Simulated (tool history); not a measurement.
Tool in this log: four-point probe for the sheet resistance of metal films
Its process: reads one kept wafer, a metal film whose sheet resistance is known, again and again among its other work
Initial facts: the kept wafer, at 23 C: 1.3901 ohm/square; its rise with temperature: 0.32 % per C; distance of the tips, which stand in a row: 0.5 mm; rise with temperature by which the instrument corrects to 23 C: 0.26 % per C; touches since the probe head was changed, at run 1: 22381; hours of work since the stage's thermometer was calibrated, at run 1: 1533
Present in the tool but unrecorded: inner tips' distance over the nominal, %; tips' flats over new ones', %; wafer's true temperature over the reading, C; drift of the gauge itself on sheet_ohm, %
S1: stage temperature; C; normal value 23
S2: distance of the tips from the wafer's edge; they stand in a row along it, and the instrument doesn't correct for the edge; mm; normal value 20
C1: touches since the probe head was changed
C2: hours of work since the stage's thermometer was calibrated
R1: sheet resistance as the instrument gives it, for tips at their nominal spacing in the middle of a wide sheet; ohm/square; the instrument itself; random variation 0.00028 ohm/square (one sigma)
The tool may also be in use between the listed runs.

Run 1, day 0: usual settings; C1 22381; C2 1533. Result: R1 1.394408 ohm/square.
At day 1.092: stage's thermometer calibrated.
Run 2, day 2.371: usual settings; C1 23079; C2 18. Result: R1 1.3957 ohm/square.
Run 3, day 4.533: usual settings; C1 23722; C2 49. Result: R1 1.396235 ohm/square.
Run 4, day 8.35: usual settings; C1 24856; C2 103. Result: R1 1.39567 ohm/square.
Run 5, day 11.217: usual settings; C1 25708; C2 144. Result: R1 1.395767 ohm/square.
Run 6, day 13.608: usual settings; C1 26419; C2 178. Result: R1 1.39511 ohm/square.
Run 7, day 17.692: usual settings; C1 27633; C2 236. Result: R1 1.394766 ohm/square.
Run 8, day 19.962: usual settings but S2 19 mm; C1 28307; C2 268. Result: R1 1.394502 ohm/square.
Run 9, day 23.067: usual settings but S2 5 mm; C1 29231; C2 312. Result: R1 1.401369 ohm/square.
Run 10, day 26.225: usual settings but S1 19 C; C1 30169; C2 357. Result: R1 1.390837 ohm/square.
Run 11, day 29.462: usual settings but S1 25 C; C1 31132; C2 403. Result: R1 1.395904 ohm/square.
Run 12, day 31.7: usual settings but S1 30 C, S2 4 mm; C1 31796; C2 435. Result: R1 1.411152 ohm/square.
Run 13, day 34.312: usual settings but S1 30 C, S2 4 mm; C1 32573; C2 472. Result: R1 1.410657 ohm/square.
Run 14, day 36.254: usual settings but S1 21 C, S2 16 mm; C1 33150; C2 499. Result: R1 1.392184 ohm/square.
Run 15, day 38.15: usual settings but S1 19 C, S2 5 mm; C1 33714; C2 526. Result: R1 1.397403 ohm/square.
Run 16, day 41.583: usual settings but S1 29 C, S2 12 mm; C1 34735; C2 575. Result: R1 1.399595 ohm/square.
Run 17, day 43.546: usual settings but S2 52 mm; C1 35318; C2 603. Result: R1 1.393186 ohm/square.
Run 18, day 45.846: usual settings but S2 52 mm; C1 36002; C2 635. Result: R1 1.392629 ohm/square.
Run 19, day 48.488: usual settings but S2 10 mm; C1 36786; C2 673. Result: R1 1.394903 ohm/square.

Each row is a separate what-if for the run after 19, all from the same tool condition, not one after another. Results?
Run A, day 52.292: usual settings but S1 20 C, S2 4 mm; C1 37916; C2 727. Result: R1 ?.
Run B, day 52.292: usual settings but S1 33 C, S2 45 mm; C1 37916; C2 727. Result: R1 ?.
Run C, day 52.292: usual settings but S2 8 mm; C1 37916; C2 727. Result: R1 ?.
Run D, day 52.292: usual settings but S2 33 mm; C1 37916; C2 727. Result: R1 ?.
Run E, day 52.292: usual settings but S1 21 C, S2 9 mm; C1 37916; C2 727. Result: R1 ?.

run        R1
  A  1.401632
  B  1.400715
  C  1.395483
  D  1.393018
  E  1.393205
Had the tool no hidden state, the same runs would have come out as:
run        R1
  A  1.399233
  B  1.398294
  C  1.393088
  D  1.390627
  E  1.390818
